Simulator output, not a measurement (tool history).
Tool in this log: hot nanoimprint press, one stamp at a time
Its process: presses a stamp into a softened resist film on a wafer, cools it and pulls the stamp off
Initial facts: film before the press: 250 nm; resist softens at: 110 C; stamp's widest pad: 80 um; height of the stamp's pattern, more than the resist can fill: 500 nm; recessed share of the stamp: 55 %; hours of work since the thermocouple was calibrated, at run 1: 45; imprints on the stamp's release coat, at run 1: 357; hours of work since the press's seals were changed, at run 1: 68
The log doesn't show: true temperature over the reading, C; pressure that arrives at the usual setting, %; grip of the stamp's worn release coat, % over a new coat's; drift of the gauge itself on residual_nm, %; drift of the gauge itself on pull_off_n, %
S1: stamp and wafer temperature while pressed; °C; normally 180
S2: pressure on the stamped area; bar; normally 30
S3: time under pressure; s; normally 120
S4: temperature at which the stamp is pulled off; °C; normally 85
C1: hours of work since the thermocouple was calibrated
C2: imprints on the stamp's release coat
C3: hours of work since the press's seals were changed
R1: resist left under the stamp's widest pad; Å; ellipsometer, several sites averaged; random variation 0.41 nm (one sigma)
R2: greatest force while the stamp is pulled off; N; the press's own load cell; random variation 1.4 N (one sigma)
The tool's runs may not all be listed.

{"run": 1, "day": 0.0, "S1": 180, "S2": 30, "S3": 120, "S4": 85, "C1": 45, "C2": 357, "C3": 68, "R1": 1148, "R2": 162}
{"run": 2, "day": 0.575, "S1": 180, "S2": 30, "S3": 120, "S4": 85, "C1": 52, "C2": 384, "C3": 74, "R1": 1146, "R2": 162}
{"run": 3, "day": 0.967, "S1": 180, "S2": 30, "S3": 120, "S4": 78, "C1": 57, "C2": 402, "C3": 79, "R1": 1154, "R2": 170}
{"run": 4, "day": 1.596, "S1": 180, "S2": 30, "S3": 120, "S4": 78, "C1": 64, "C2": 431, "C3": 86, "R1": 1149, "R2": 172}
{"run": 5, "day": 2.133, "S1": 180, "S2": 30, "S3": 143, "S4": 78, "C1": 71, "C2": 456, "C3": 93, "R1": 1072, "R2": 171}
{"run": 6, "day": 2.517, "S1": 180, "S2": 30, "S3": 143, "S4": 78, "C1": 75, "C2": 474, "C3": 97, "R1": 1074, "R2": 172}
{"run": 7, "day": 2.958, "S1": 184, "S2": 30, "S3": 120, "S4": 85, "C1": 80, "C2": 495, "C3": 103, "R1": 1019, "R2": 164}
{"run": 8, "day": 3.333, "S1": 180, "S2": 30, "S3": 87, "S4": 85, "C1": 85, "C2": 512, "C3": 107, "R1": 1296, "R2": 161}
{"run": 9, "day": 3.604, "S1": 180, "S2": 30, "S3": 87, "S4": 85, "C1": 88, "C2": 525, "C3": 110, "R1": 1296, "R2": 163}
{"run": 10, "day": 4.242, "S1": 180, "S2": 30, "S3": 120, "S4": 85, "C1": 96, "C2": 555, "C3": 118, "R1": 1153, "R2": 164}
{"day": 5.004, "done": "stamp cleaned and given a new release coat"}
{"run": 11, "day": 5.129, "S1": 180, "S2": 30, "S3": 120, "S4": 85, "C1": 103, "C2": 6, "C3": 125, "R1": 1146, "R2": 165}
{"run": 12, "day": 5.721, "S1": 180, "S2": 30, "S3": 120, "S4": 85, "C1": 110, "C2": 34, "C3": 132, "R1": 1148, "R2": 163}
{"run": 13, "day": 6.121, "S1": 185, "S2": 23.2, "S3": 120, "S4": 85, "C1": 115, "C2": 53, "C3": 137, "R1": 1098, "R2": 167}
{"run": 14, "day": 6.525, "S1": 185, "S2": 47.4, "S3": 214, "S4": 85, "C1": 119, "C2": 71, "C3": 142, "R1": 622, "R2": 162}
{"run": 15, "day": 7.058, "S1": 177, "S2": 30, "S3": 120, "S4": 87, "C1": 126, "C2": 96, "C3": 148, "R1": 1273, "R2": 163}
{"run": 16, "day": 7.429, "S1": 180, "S2": 41, "S3": 213, "S4": 85, "C1": 130, "C2": 113, "C3": 152, "R1": 785, "R2": 164}
{"run": 17, "day": 7.95, "S1": 180, "S2": 41, "S3": 213, "S4": 85, "C1": 136, "C2": 138, "C3": 158, "R1": 786, "R2": 163}
{"run": 18, "day": 8.467, "S1": 180, "S2": 41, "S3": 213, "S4": 85, "C1": 142, "C2": 162, "C3": 165, "R1": 788, "R2": 162}
{"run": 19, "day": 9.012, "S1": 180, "S2": 41, "S3": 213, "S4": 85, "C1": 149, "C2": 187, "C3": 171, "R1": 782, "R2": 162}
{"run": 20, "day": 9.296, "S1": 180, "S2": 41, "S3": 213, "S4": 85, "C1": 152, "C2": 200, "C3": 174, "R1": 786, "R2": 162}
{"run": 21, "day": 9.683, "S1": 180, "S2": 41, "S3": 213, "S4": 82, "C1": 157, "C2": 218, "C3": 179, "R1": 788, "R2": 167}
{"run": 22, "day": 10.108, "S1": 180, "S2": 41, "S3": 213, "S4": 82, "C1": 162, "C2": 238, "C3": 184, "R1": 785, "R2": 167}

Each row is a separate what-if for the run after 22, all from the same tool condition, not one after another. Results?
{"run": "A", "day": 10.492, "S1": 175, "S2": 34.2, "S3": 213, "S4": 72, "C1": 166, "C2": 256, "C3": 188, "R1": "?", "R2": "?"}
{"run": "B", "day": 10.492, "S1": 180, "S2": 32.3, "S3": 120, "S4": 88, "C1": 166, "C2": 256, "C3": 188, "R1": "?", "R2": "?"}
{"run": "C", "day": 10.492, "S1": 173, "S2": 47.6, "S3": 213, "S4": 93, "C1": 166, "C2": 256, "C3": 188, "R1": "?", "R2": "?"}
{"run": "D", "day": 10.492, "S1": 180, "S2": 37.6, "S3": 70, "S4": 81, "C1": 166, "C2": 256, "C3": 188, "R1": "?", "R2": "?"}
{"run": "E", "day": 10.492, "S1": 180, "S2": 32.2, "S3": 120, "S4": 79, "C1": 166, "C2": 256, "C3": 188, "R1": "?", "R2": "?"}

run=A R1=1018 R2=175
run=B R1=1113 R2=160
run=C R1=952 R2=157
run=D R1=1299 R2=168
run=E R1=1113 R2=172
Had the tool no hidden state, the same runs would have come out as:
run=A R1=1017 R2=175
run=B R1=1112 R2=160
run=C R1=951 R2=157
run=D R1=1298 R2=168
run=E R1=1112 R2=172
